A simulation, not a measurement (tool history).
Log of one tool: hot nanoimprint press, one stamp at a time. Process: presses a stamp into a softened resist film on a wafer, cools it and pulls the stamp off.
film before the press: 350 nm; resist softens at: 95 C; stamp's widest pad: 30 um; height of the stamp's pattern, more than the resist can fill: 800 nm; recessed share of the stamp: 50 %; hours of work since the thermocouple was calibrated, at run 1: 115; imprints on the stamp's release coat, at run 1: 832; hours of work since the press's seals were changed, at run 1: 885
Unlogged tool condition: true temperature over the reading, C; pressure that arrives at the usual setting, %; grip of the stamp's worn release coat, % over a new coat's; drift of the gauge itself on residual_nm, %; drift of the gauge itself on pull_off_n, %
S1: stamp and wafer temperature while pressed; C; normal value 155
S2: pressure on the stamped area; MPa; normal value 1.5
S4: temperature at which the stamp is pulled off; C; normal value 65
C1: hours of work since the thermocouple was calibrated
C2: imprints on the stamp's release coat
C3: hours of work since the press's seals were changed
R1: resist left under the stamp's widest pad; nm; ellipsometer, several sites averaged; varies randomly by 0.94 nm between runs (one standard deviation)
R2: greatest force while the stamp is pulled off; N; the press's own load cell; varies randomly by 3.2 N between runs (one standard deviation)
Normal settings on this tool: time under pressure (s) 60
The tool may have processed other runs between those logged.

run 1 hour=0.0 | S1=155 S2=1.5 time_under_pressure_(s)=60 S4=65 | C1=115 C2=832 C3=885 | R1=140.0 R2=201
run 2 hour=89.6 | S1=155 S2=1.5 time_under_pressure_(s)=60 S4=65 | C1=174 C2=1110 C3=943 | R1=141.0 R2=209
-- hour=113.7 stamp cleaned and given a new release coat
run 3 hour=166.6 | S1=155 S2=1.5 time_under_pressure_(s)=60 S4=60 | C1=220 C2=164 C3=990 | R1=142.5 R2=170
run 4 hour=230.3 | S1=155 S2=1.5 time_under_pressure_(s)=60 S4=65 | C1=262 C2=362 C3=1032 | R1=141.1 R2=167
-- hour=264.8 plate thermocouple calibrated
run 5 hour=305.4 | S1=155 S2=1.5 time_under_pressure_(s)=60 S4=72 | C1=27 C2=585 C3=1079 | R1=138.9 R2=178
run 6 hour=395.2 | S1=155 S2=1.5 time_under_pressure_(s)=31 S4=65 | C1=85 C2=864 C3=1138 | R1=179.9 R2=203
run 7 hour=448.9 | S1=155 S2=1.5 time_under_pressure_(s)=92 S4=65 | C1=120 C2=1031 C3=1173 | R1=119.7 R2=216
-- hour=494.6 stamp cleaned and given a new release coat
run 8 hour=516.3 | S1=155 S2=1.5 time_under_pressure_(s)=60 S4=65 | C1=161 C2=67 C3=1213 | R1=142.3 R2=156
run 9 hour=602.0 | S1=155 S2=1.5 time_under_pressure_(s)=60 S4=65 | C1=217 C2=333 C3=1269 | R1=143.8 R2=170
run 10 hour=642.0 | S1=155 S2=1.5 time_under_pressure_(s)=60 S4=65 | C1=243 C2=457 C3=1295 | R1=143.4 R2=185
run 11 hour=681.7 | S1=155 S2=1.5 time_under_pressure_(s)=60 S4=65 | C1=269 C2=580 C3=1321 | R1=145.6 R2=193
-- hour=708.2 plate thermocouple calibrated
run 12 hour=743.2 | S1=155 S2=1.5 time_under_pressure_(s)=60 S4=65 | C1=23 C2=762 C3=1359 | R1=137.2 R2=188
-- hour=806.5 press's hydraulic seals changed and the load cell set to zero
run 13 hour=818.3 | S1=155 S2=1.5 time_under_pressure_(s)=60 S4=65 | C1=67 C2=970 C3=8 | R1=136.3 R2=201

Estimate the outcome of run 14 from the log above:
-- hour=886.2 stamp cleaned and given a new release coat
run 14 hour=903.4 | S1=151 S2=1.5 time_under_pressure_(s)=60 S4=53 | C1=119 C2=53 C3=59 | R1=? R2=?

{"run 14": {"R1": 161.3, "R2": 172}}
Without the tool's hidden state the same run would have given R1 160.0 nm, R2 169 N.
